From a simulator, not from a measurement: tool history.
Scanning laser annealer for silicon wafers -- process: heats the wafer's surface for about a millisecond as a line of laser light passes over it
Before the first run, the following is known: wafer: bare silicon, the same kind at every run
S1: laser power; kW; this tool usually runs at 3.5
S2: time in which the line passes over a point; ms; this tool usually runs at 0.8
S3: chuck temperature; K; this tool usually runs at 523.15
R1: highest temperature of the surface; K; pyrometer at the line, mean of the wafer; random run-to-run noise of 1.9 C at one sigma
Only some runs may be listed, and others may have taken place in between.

run	day	S1	S2	S3	R1
1	0	3.5	0.8	523.15	1322.15
2	0.45	3.232	0.8	523.15	1260.15
3	0.929	3.232	0.8	523.15	1259.15
4	1.379	3.232	0.8	523.15	1261.15
5	1.871	3.232	0.8	523.15	1259.15
6	2.383	3.232	0.8	523.15	1259.15
7	2.933	3.232	0.8	523.15	1259.15
# day 3.067: window over the wafer cleaned
# day 3.192: laser's power meter calibrated
8	3.562	3.232	0.8	523.15	1288.15
9	3.892	3.5	0.812	523.15	1364.15
10	4.138	3.642	0.812	523.15	1395.15
11	4.679	3.642	0.812	523.15	1398.15
# day 4.917: laser's power meter calibrated, once more
12	5.1	3.438	0.8	523.15	1339.15
13	5.479	3.438	0.8	523.15	1336.15
14	5.783	3.026	0.704	539.15	1214.15
15	6.167	3.026	0.704	486.15	1161.15
16	6.425	3.398	0.914	523.15	1383.15
17	6.846	3.465	0.68	542.15	1305.15
18	7.275	3.465	0.68	487.15	1249.15
19	7.825	3.616	0.676	557.15	1347.15
20	8.258	3.616	0.676	557.15	1349.15
21	8.679	3.5	0.8	518.15	1345.15
22	9.146	3.514	0.91	495.15	1378.15
23	9.696	3.514	0.829	560.15	1405.15
24	10.071	3.514	0.829	542.15	1387.15
25	10.558	3.514	0.829	542.15	1387.15

Branching from run 25: 5 alternative next runs. What would each branch give?
A	10.979	3.356	0.829	542.15	?
B	10.979	3.305	0.615	523.15	?
C	10.979	3.451	0.843	544.15	?
D	10.979	3.368	0.612	542.15	?
E	10.979	3.514	0.863	528.15	?

run	R1
A	1350.15
B	1211.15
C	1377.15
D	1242.15
E	1388.15
Without the tool's hidden state the same runs would have given:
run	R1
A	1360.15
B	1220.15
C	1387.15
D	1250.15
E	1399.15
